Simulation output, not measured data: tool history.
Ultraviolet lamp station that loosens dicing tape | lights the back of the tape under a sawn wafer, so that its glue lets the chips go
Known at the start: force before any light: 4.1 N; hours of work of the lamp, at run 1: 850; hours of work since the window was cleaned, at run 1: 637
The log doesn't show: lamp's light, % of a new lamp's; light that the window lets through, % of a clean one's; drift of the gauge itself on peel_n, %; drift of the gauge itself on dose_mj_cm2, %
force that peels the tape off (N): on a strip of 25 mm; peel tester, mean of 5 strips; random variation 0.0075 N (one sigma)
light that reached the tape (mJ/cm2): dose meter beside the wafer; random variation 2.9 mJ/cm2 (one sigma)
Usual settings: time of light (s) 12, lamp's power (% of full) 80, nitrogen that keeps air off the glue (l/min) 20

run,hour,time of light (s),lamp's power (% of full),nitrogen that keeps air off the glue (l/min),hours of work of the lamp,hours of work since the window was cleaned,force that peels the tape off (N),light that reached the tape (mJ/cm2)
1,0,12,80,20,850,637,0.411,268
# hour 19.3: window cleaned of glue's vapour
2,49.7,12,80,31,886,22,0.333,270
3,122.4,14,80,20,938,75,0.339,306
4,204.2,20,80,20,997,134,0.277,428
5,281,20,80,20,1053,189,0.27,409
6,336.3,12,80,20,1093,229,0.456,243
7,410.7,12,66,7,1147,283,1.147,190
8,449,12,66,7,1174,311,1.21,183
9,509.9,12,66,7,1218,355,1.174,182
# hour 552.6: lamp changed
10,553.3,14,80,20,0,386,0.258,448
11,598.1,14,80,20,33,418,0.275,438
12,639.9,16,75,20,63,448,0.271,463

Forecast each of these 5 alternatives for the next run:
A,710.7,7,82,17,114,499,?,?
B,710.7,6,80,33,114,499,?,?
C,710.7,16,75,23,114,499,?,?
D,710.7,22,80,20,114,499,?,?
E,710.7,14,75,20,114,499,?,?

run,force that peels the tape off (N),light that reached the tape (mJ/cm2)
A,0.591,217
B,0.519,182
C,0.262,456
D,0.251,675
E,0.271,394
Without the tool's hidden state the same runs would have given:
run,force that peels the tape off (N),light that reached the tape (mJ/cm2)
A,0.492,247
B,0.434,207
C,0.255,520
D,0.25,770
E,0.254,450

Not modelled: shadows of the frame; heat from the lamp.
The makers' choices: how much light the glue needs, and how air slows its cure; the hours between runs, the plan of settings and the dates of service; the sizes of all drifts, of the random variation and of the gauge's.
